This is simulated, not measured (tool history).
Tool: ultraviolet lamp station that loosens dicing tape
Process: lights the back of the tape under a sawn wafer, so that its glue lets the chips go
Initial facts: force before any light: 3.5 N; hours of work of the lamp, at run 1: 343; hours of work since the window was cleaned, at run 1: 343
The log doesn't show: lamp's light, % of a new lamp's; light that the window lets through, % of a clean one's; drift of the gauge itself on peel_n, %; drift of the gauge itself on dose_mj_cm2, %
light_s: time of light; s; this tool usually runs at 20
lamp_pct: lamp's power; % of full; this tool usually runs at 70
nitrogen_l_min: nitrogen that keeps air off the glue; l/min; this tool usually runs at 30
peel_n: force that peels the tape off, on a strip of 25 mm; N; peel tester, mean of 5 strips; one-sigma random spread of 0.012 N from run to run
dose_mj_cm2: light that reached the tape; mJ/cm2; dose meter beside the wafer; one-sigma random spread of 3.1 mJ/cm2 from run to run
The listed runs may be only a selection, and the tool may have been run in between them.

run	day	light_s	lamp_pct	nitrogen_l_min	hours of work of the lamp	hours of work since the window was cleaned	peel_n	dose_mj_cm2
1	0.000	20	70	30	343	343	0.772	367
# day 0.946: window cleaned of glue's vapour
2	1.479	20	70	30	369	10	0.832	348
3	3.450	20	70	30	404	45	0.845	342
4	5.433	10	70	30	440	81	1.696	166
5	7.071	20	70	30	470	110	0.915	326
6	9.625	20	70	30	516	156	0.974	311
7	11.333	20	70	30	546	187	0.973	303
# day 12.338: window cleaned of glue's vapour, once more
8	13.867	20	70	10	592	28	1.162	399
9	15.621	20	70	10	623	59	1.176	386
10	18.433	20	70	10	674	110	1.230	377
11	20.667	20	70	10	714	150	1.274	367
12	22.112	19	70	30	740	176	0.859	340
13	25.338	20	70	30	798	234	0.847	344
14	26.762	20	70	30	824	260	0.867	335
15	29.021	20	70	30	864	300	0.924	324
16	31.188	18	97	30	903	339	0.714	390
# day 32.275: window cleaned of glue's vapour
17	33.492	21	99	17	944	22	0.658	523
18	34.854	20	72	27	969	46	0.832	358
19	38.029	20	72	27	1026	104	0.863	339
20	39.804	12	61	14	1058	136	2.115	169
21	41.933	20	80	30	1096	174	0.803	357
22	44.092	33	82	22	1135	213	0.476	596
23	46.517	36	63	9	1179	256	1.045	476
24	48.554	20	70	19	1216	293	1.315	284
25	51.138	11	96	10	1262	340	1.919	207
# day 52.154: window cleaned of glue's vapour
26	54.375	29	70	30	1320	40	0.566	451
27	57.017	29	70	30	1368	88	0.632	434
28	59.188	29	82	11	1407	127	0.896	494
29	61.129	32	63	56	1442	162	0.520	405
30	62.950	13	70	38	1474	194	1.529	179

What if the next run were any one of these 5? Each begins from the tool's condition after run 30:
# day 64.067: lamp changed
A	64.988	13	83	32	17	230	?	?
# day 64.067: lamp changed
B	64.988	11	79	30	17	230	?	?
# day 64.067: lamp changed
C	64.988	13	70	25	17	230	?	?
# day 64.067: lamp changed
D	64.988	33	61	17	17	230	?	?
# day 64.067: lamp changed
E	64.988	20	71	30	17	230	?	?

run	peel_n	dose_mj_cm2
A	0.877	326
B	1.154	262
C	1.160	276
D	0.530	609
E	0.642	429
Stripped of hidden state, with their random variation kept, the same runs would have yielded:
run	peel_n	dose_mj_cm2
A	0.752	368
B	1.012	296
C	1.021	312
D	0.449	688
E	0.543	485
